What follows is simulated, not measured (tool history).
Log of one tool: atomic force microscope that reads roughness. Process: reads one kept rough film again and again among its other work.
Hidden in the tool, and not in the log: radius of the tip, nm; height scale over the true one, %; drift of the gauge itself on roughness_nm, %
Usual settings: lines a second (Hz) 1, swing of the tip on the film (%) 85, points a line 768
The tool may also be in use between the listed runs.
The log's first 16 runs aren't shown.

run,day,lines a second (Hz),swing of the tip on the film (%),points a line,pictures with this tip,hours of work since the height scale was calibrated,roughness of the kept film (nm (root mean square))
17,31.258,1,85,473,147,474,2.491
18,33.846,1,58,768,220,500,2.587
19,36.392,1,58,768,292,526,2.583
# day 36.942: new tip fitted
20,38.471,1,58,768,44,547,2.595
21,39.658,0.92,58,768,78,559,2.598
22,42.283,0.64,69,659,152,585,2.587
23,44.842,0.53,70,787,225,611,2.577
24,47.108,0.53,70,787,289,634,2.567
# day 47.796: new tip fitted
25,49.762,0.67,69,787,56,661,2.576
26,51.138,3.84,69,309,95,675,2.452
27,53.85,0.52,72,993,172,702,2.582
28,56.262,0.8,59,393,240,727,2.573
29,57.721,0.81,59,890,281,742,2.596
# day 58.788: new tip fitted
30,60.133,0.53,85,498,38,766,2.564
31,61.75,0.53,85,498,84,782,2.557
32,63.721,0.83,75,633,140,802,2.564
33,66.267,0.85,67,768,212,828,2.584
34,68.95,0.85,67,768,289,856,2.589
# day 69.696: new tip fitted
35,71.346,1.15,61,263,47,880,2.569
36,73.488,3.95,71,661,108,901,2.422
37,75.129,3.95,71,661,154,918,2.431
38,77.867,2.93,66,1003,232,946,2.505
39,79.667,1.49,86,260,283,964,2.435
# day 80.521: new tip fitted
40,82.042,1.3,57,726,43,988,2.572
41,83.775,0.56,90,1010,92,1006,2.539

4 ways to go on from here, each from the tool as it stands after run 41. What would each give?
A,85.612,3.55,67,1010,144,1024,?
B,85.612,1,63,768,144,1024,?
C,85.612,0.84,81,305,144,1024,?
D,85.612,1.89,58,262,144,1024,?

run,roughness of the kept film (nm (root mean square))
A,2.462
B,2.573
C,2.542
D,2.558
Without the tool's hidden state the same runs would have given:
run,roughness of the kept film (nm (root mean square))
A,2.464
B,2.576
C,2.545
D,2.561
